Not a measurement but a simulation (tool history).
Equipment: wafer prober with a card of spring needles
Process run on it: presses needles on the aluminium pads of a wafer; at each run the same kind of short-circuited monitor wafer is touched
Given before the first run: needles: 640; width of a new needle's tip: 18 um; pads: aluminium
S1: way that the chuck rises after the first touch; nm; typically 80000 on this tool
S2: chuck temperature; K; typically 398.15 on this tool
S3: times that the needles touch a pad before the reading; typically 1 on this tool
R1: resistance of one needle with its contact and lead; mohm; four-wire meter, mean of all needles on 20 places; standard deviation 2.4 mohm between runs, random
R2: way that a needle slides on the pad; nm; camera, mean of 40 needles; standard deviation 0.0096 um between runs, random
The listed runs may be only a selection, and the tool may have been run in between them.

| run | hour | S1 | S2 | S3 | R1 | R2 |
|---|---|---|---|---|---|---|
| 1 | 0.0 | 80000 | 398.15 | 1 | 299 | 13011 |
|  | 7.8 | tips cleaned on abrasive film |
|  | 15.7 | height of the first contact set anew |
|  | 20.9 | tips cleaned on abrasive film |
|  | 33.8 | tips cleaned on abrasive film |
|  | 44.2 | tips cleaned on abrasive film |
|  | 57.0 | tips cleaned on abrasive film |
| 2 | 63.9 | 80000 | 309.15 | 1 | 301 | 12854 |
|  | 69.2 | tips cleaned on abrasive film |
|  | 82.0 | tips cleaned on abrasive film |
|  | 92.4 | tips cleaned on abrasive film |
|  | 105.3 | tips cleaned on abrasive film |
|  | 118.1 | tips cleaned on abrasive film |
|  | 128.5 | tips cleaned on abrasive film |
| 3 | 129.7 | 80000 | 309.15 | 1 | 269 | 12807 |
|  | 140.0 | tips cleaned on abrasive film |
|  | 152.9 | tips cleaned on abrasive film |
|  | 165.8 | tips cleaned on abrasive film |
|  | 176.1 | tips cleaned on abrasive film |
| 4 | 176.7 | 80000 | 309.15 | 1 | 260 | 12785 |
|  | 187.0 | tips cleaned on abrasive film |
|  | 199.9 | tips cleaned on abrasive film |
|  | 210.2 | tips cleaned on abrasive film |
|  | 223.1 | tips cleaned on abrasive film |
|  | 236.0 | tips cleaned on abrasive film |
|  | 248.9 | tips cleaned on abrasive film |
|  | 261.8 | tips cleaned on abrasive film |
|  | 272.8 | tips cleaned on abrasive film |
| 5 | 272.8 | 80000 | 309.15 | 1 | 251 | 12733 |
|  | 283.1 | tips cleaned on abrasive film |
|  | 293.4 | tips cleaned on abrasive film |
|  | 306.3 | tips cleaned on abrasive film |
|  | 319.2 | tips cleaned on abrasive film |
|  | 319.5 | height of the first contact set anew |
| 6 | 321.1 | 80000 | 398.15 | 1 | 287 | 13191 |
|  | 331.4 | tips cleaned on abrasive film |
|  | 344.3 | tips cleaned on abrasive film |
|  | 357.2 | tips cleaned on abrasive film |
|  | 360.0 | height of the first contact set anew, once more |
|  | 370.4 | tips cleaned on abrasive film |
|  | 380.7 | tips cleaned on abrasive film |
|  | 393.6 | tips cleaned on abrasive film |
|  | 403.9 | tips cleaned on abrasive film |
|  | 414.9 | tips cleaned on abrasive film |
| 7 | 414.9 | 80000 | 398.15 | 1 | 274 | 13152 |
|  | 427.8 | tips cleaned on abrasive film |
|  | 440.7 | tips cleaned on abrasive film |
|  | 451.0 | tips cleaned on abrasive film |
|  | 463.9 | tips cleaned on abrasive film |
|  | 474.2 | tips cleaned on abrasive film |
|  | 487.1 | tips cleaned on abrasive film |
|  | 497.4 | tips cleaned on abrasive film |
|  | 510.3 | tips cleaned on abrasive film |
| 8 | 510.3 | 80000 | 398.15 | 1 | 272 | 13103 |
|  | 521.2 | tips cleaned on abrasive film |
|  | 534.1 | tips cleaned on abrasive film |
|  | 547.0 | tips cleaned on abrasive film |
|  | 559.5 | tips cleaned on abrasive film |
| 9 | 559.5 | 80000 | 398.15 | 1 | 273 | 13062 |
|  | 572.4 | tips cleaned on abrasive film |
|  | 585.3 | tips cleaned on abrasive film |
|  | 598.2 | tips cleaned on abrasive film |
| 10 | 607.2 | 80000 | 398.15 | 1 | 327 | 13050 |
|  | 609.9 | tips cleaned on abrasive film |
|  | 620.2 | tips cleaned on abrasive film |
|  | 633.1 | tips cleaned on abrasive film |
|  | 646.0 | tips cleaned on abrasive film |
|  | 656.3 | tips cleaned on abrasive film |
|  | 664.3 | height of the first contact set anew |
|  | 669.5 | tips cleaned on abrasive film |
| 11 | 676.3 | 80000 | 398.15 | 1 | 325 | 13195 |
|  | 681.5 | tips cleaned on abrasive film |
|  | 694.4 | tips cleaned on abrasive film |
|  | 707.3 | tips cleaned on abrasive film |
|  | 720.2 | tips cleaned on abrasive film |
|  | 733.1 | tips cleaned on abrasive film |
| 12 | 739.6 | 80000 | 398.15 | 1 | 325 | 13138 |
|  | 744.8 | tips cleaned on abrasive film |
|  | 757.7 | tips cleaned on abrasive film |
|  | 770.5 | tips cleaned on abrasive film |
|  | 782.9 | tips cleaned on abrasive film |
| 13 | 782.9 | 80000 | 314.15 | 1 | 253 | 13124 |
|  | 795.8 | tips cleaned on abrasive film |
|  | 808.7 | tips cleaned on abrasive film |
|  | 821.6 | tips cleaned on abrasive film |
|  | 834.5 | tips cleaned on abrasive film |
|  | 844.8 | tips cleaned on abrasive film |
| 14 | 854.3 | 64000 | 319.15 | 1 | 350 | 10431 |
|  | 857.0 | tips cleaned on abrasive film |
|  | 869.8 | tips cleaned on abrasive film |
|  | 882.7 | tips cleaned on abrasive film |
|  | 893.0 | tips cleaned on abrasive film |
|  | 905.9 | tips cleaned on abrasive film |
|  | 918.8 | tips cleaned on abrasive film |
|  | 931.7 | tips cleaned on abrasive film |
|  | 942.0 | tips cleaned on abrasive film |
| 15 | 949.9 | 64000 | 319.15 | 1 | 350 | 10385 |
|  | 952.6 | tips cleaned on abrasive film |
|  | 965.5 | tips cleaned on abrasive film |
|  | 968.3 | height of the first contact set anew |
|  | 978.7 | tips cleaned on abrasive film |
|  | 991.5 | tips cleaned on abrasive film |
|  | 1004.4 | tips cleaned on abrasive film |
| 16 | 1009.4 | 65000 | 300.15 | 2 | 280 | 10709 |
|  | 1017.1 | tips cleaned on abrasive film |
|  | 1030.0 | tips cleaned on abrasive film |
|  | 1040.3 | tips cleaned on abrasive film |
|  | 1053.2 | tips cleaned on abrasive film |
|  | 1066.1 | tips cleaned on abrasive film |
|  | 1077.4 | tips cleaned on abrasive film |
| 17 | 1077.4 | 64000 | 336.15 | 2 | 257 | 10502 |
|  | 1090.3 | tips cleaned on abrasive film |
|  | 1103.2 | tips cleaned on abrasive film |
|  | 1116.1 | tips cleaned on abrasive film |
|  | 1126.4 | tips cleaned on abrasive film |
|  | 1139.3 | tips cleaned on abrasive film |
|  | 1152.2 | tips cleaned on abrasive film |
|  | 1165.1 | tips cleaned on abrasive film |
| 18 | 1166.2 | 80000 | 315.15 | 3 | 250 | 13084 |
|  | 1176.5 | tips cleaned on abrasive film |
|  | 1189.4 | tips cleaned on abrasive film |
|  | 1202.3 | tips cleaned on abrasive film |
|  | 1215.2 | tips cleaned on abrasive film |
|  | 1228.1 | tips cleaned on abrasive film |
| 19 | 1229.6 | 80000 | 355.15 | 1 | 280 | 13043 |
|  | 1239.9 | tips cleaned on abrasive film |
|  | 1252.8 | tips cleaned on abrasive film |
|  | 1265.6 | tips cleaned on abrasive film |
|  | 1271.1 | height of the first contact set anew |
|  | 1278.8 | tips cleaned on abrasive film |
|  | 1291.7 | tips cleaned on abrasive film |
|  | 1302.0 | tips cleaned on abrasive film |
|  | 1314.9 | tips cleaned on abrasive film |
|  | 1327.8 | tips cleaned on abrasive film |
| 20 | 1329.5 | 80000 | 299.15 | 3 | 255 | 13154 |
|  | 1339.8 | tips cleaned on abrasive film |
|  | 1352.7 | tips cleaned on abrasive film |
|  | 1365.6 | tips cleaned on abrasive film |
|  | 1375.9 | tips cleaned on abrasive film |
|  | 1388.8 | tips cleaned on abrasive film |
| 21 | 1398.6 | 80000 | 299.15 | 3 | 269 | 13119 |
|  | 1401.3 | tips cleaned on abrasive film |
|  | 1414.1 | tips cleaned on abrasive film |
|  | 1427.0 | tips cleaned on abrasive film |
|  | 1439.9 | tips cleaned on abrasive film |
|  | 1452.8 | tips cleaned on abrasive film |
|  | 1465.7 | tips cleaned on abrasive film |
|  | 1478.6 | tips cleaned on abrasive film |
|  | 1489.6 | tips cleaned on abrasive film |
| 22 | 1489.6 | 72000 | 394.15 | 3 | 269 | 11745 |
|  | 1500.0 | tips cleaned on abrasive film |
|  | 1510.3 | tips cleaned on abrasive film |
|  | 1523.2 | tips cleaned on abrasive film |
|  | 1533.5 | tips cleaned on abrasive film |
| 23 | 1542.1 | 65000 | 323.15 | 1 | 351 | 10542 |
|  | 1544.8 | tips cleaned on abrasive film |
|  | 1557.7 | tips cleaned on abrasive film |
|  | 1568.0 | tips cleaned on abrasive film |
|  | 1576.0 | height of the first contact set anew |
|  | 1581.2 | tips cleaned on abrasive film |
|  | 1594.1 | tips cleaned on abrasive film |
|  | 1607.0 | tips cleaned on abrasive film |
|  | 1619.8 | tips cleaned on abrasive film |
| 24 | 1628.7 | 65000 | 323.15 | 1 | 356 | 10687 |

Each row is a separate what-if for the run after 24, all from the same tool condition, not one after another. Results?
|  | 1631.4 | tips cleaned on abrasive film |
|  | 1644.3 | tips cleaned on abrasive film |
|  | 1657.1 | tips cleaned on abrasive film |
|  | 1670.0 | tips cleaned on abrasive film |
| A | 1670.8 | 80000 | 398.15 | 3 | ? | ? |
|  | 1631.4 | tips cleaned on abrasive film |
|  | 1644.3 | tips cleaned on abrasive film |
|  | 1657.1 | tips cleaned on abrasive film |
|  | 1670.0 | tips cleaned on abrasive film |
| B | 1670.8 | 91000 | 322.15 | 1 | ? | ? |
|  | 1631.4 | tips cleaned on abrasive film |
|  | 1644.3 | tips cleaned on abrasive film |
|  | 1657.1 | tips cleaned on abrasive film |
|  | 1670.0 | tips cleaned on abrasive film |
| C | 1670.8 | 88000 | 398.15 | 3 | ? | ? |

| run | R1 | R2 |
|---|---|---|
| A | 275 | 13133 |
| B | 260 | 14946 |
| C | 275 | 14472 |
Without the tool's unlogged condition, the same runs would have read:
| run | R1 | R2 |
|---|---|---|
| A | 268 | 13190 |
| B | 245 | 15003 |
| C | 269 | 14529 |
